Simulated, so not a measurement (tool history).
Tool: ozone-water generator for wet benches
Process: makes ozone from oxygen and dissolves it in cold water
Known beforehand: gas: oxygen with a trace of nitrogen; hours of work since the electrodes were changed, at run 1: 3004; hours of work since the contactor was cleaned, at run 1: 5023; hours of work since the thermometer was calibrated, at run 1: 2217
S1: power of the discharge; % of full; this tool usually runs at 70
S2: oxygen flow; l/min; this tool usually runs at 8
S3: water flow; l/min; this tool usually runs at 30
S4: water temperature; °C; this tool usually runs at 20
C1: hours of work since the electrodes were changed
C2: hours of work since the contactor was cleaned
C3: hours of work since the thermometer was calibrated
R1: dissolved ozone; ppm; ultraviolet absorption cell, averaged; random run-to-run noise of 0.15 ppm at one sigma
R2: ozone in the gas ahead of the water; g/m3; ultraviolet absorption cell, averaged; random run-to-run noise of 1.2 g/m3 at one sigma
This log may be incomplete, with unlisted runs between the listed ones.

| run | hour | S1 | S2 | S3 | S4 | C1 | C2 | C3 | R1 | R2 |
|---|---|---|---|---|---|---|---|---|---|---|
| 1 | 0 | 70 | 8 | 30 | 20 | 3004 | 5023 | 2217 | 18.4 | 221.1 |
| 2 | 57.9 | 70 | 8 | 30 | 20 | 3056 | 5074 | 2268 | 18.5 | 220.4 |
| 3 | 126 | 70 | 8 | 30 | 20 | 3116 | 5135 | 2329 | 18.4 | 220.9 |
| 4 | 176 | 70 | 8 | 18 | 20 | 3161 | 5180 | 2373 | 27.4 | 223 |
| 5 | 259 | 70 | 8 | 18 | 22 | 3235 | 5254 | 2447 | 25.9 | 219.9 |
| 6 | 302 | 70 | 8 | 30 | 20 | 3273 | 5292 | 2486 | 18.3 | 221.3 |
| 7 | 400.9 | 70 | 8 | 30 | 20 | 3361 | 5380 | 2574 | 18.6 | 219.8 |
| 8 | 469 | 70 | 8 | 30 | 20 | 3422 | 5441 | 2634 | 18.5 | 220.5 |
| 9 | 535.5 | 70 | 8 | 30 | 20 | 3481 | 5500 | 2694 | 18.5 | 221.8 |
|  | 580.4 | contactor cleaned |
| 10 | 585.9 | 70 | 8 | 30 | 20 | 3523 | 5 | 2735 | 18.3 | 220 |
|  | 609.2 | water thermometer calibrated |
| 11 | 643.2 | 70 | 8 | 30 | 20 | 3573 | 56 | 30 | 18.4 | 221.5 |
| 12 | 733.4 | 70 | 8 | 30 | 20 | 3654 | 136 | 111 | 18.1 | 220.3 |
| 13 | 778 | 70 | 8 | 31 | 20 | 3693 | 176 | 150 | 17.9 | 221.3 |
| 14 | 864 | 43 | 8 | 26 | 20 | 3770 | 252 | 227 | 14.5 | 154.7 |
| 15 | 956.5 | 78 | 5.45 | 30 | 17 | 3852 | 335 | 309 | 19.1 | 275.1 |
| 16 | 1052.9 | 70 | 5.94 | 30 | 20 | 3938 | 420 | 395 | 17.5 | 247.8 |
| 17 | 1158.4 | 85 | 9.21 | 37 | 15 | 4032 | 514 | 489 | 19.5 | 242.9 |
| 18 | 1247.8 | 85 | 9.21 | 37 | 15 | 4112 | 594 | 569 | 19.6 | 243.6 |
| 19 | 1324 | 75 | 13.21 | 25 | 15 | 4180 | 662 | 637 | 25.5 | 190.9 |
| 20 | 1396.6 | 75 | 13.21 | 25 | 15 | 4244 | 727 | 701 | 25.4 | 191.7 |
| 21 | 1440.3 | 75 | 13.21 | 25 | 15 | 4283 | 766 | 740 | 25 | 192.7 |
| 22 | 1541.9 | 75 | 13.21 | 25 | 15 | 4374 | 856 | 831 | 25.2 | 192 |
| 23 | 1638.5 | 75 | 13.21 | 25 | 15 | 4460 | 942 | 917 | 24.6 | 192 |
| 24 | 1693.7 | 75 | 13.21 | 25 | 15 | 4509 | 991 | 966 | 25.3 | 189.9 |
| 25 | 1756.4 | 75 | 13.21 | 25 | 15 | 4565 | 1047 | 1022 | 25.3 | 191.7 |

3 ways to go on from here, each from the tool as it stands after run 25. What would each give?
| A | 1833.4 | 75 | 13.21 | 26 | 15 | 4634 | 1116 | 1091 | ? | ? |
| B | 1833.4 | 70 | 8 | 30 | 15 | 4634 | 1116 | 1091 | ? | ? |
| C | 1833.4 | 85 | 5.01 | 30 | 14 | 4634 | 1116 | 1091 | ? | ? |

| run | R1 | R2 |
|---|---|---|
| A | 24.7 | 192.8 |
| B | 19.6 | 222.8 |
| C | 20.5 | 304.6 |
Had the tool no hidden state, the same runs would have come out as:
| run | R1 | R2 |
|---|---|---|
| A | 24.7 | 193.1 |
| B | 19.6 | 223.1 |
| C | 20.6 | 305.1 |
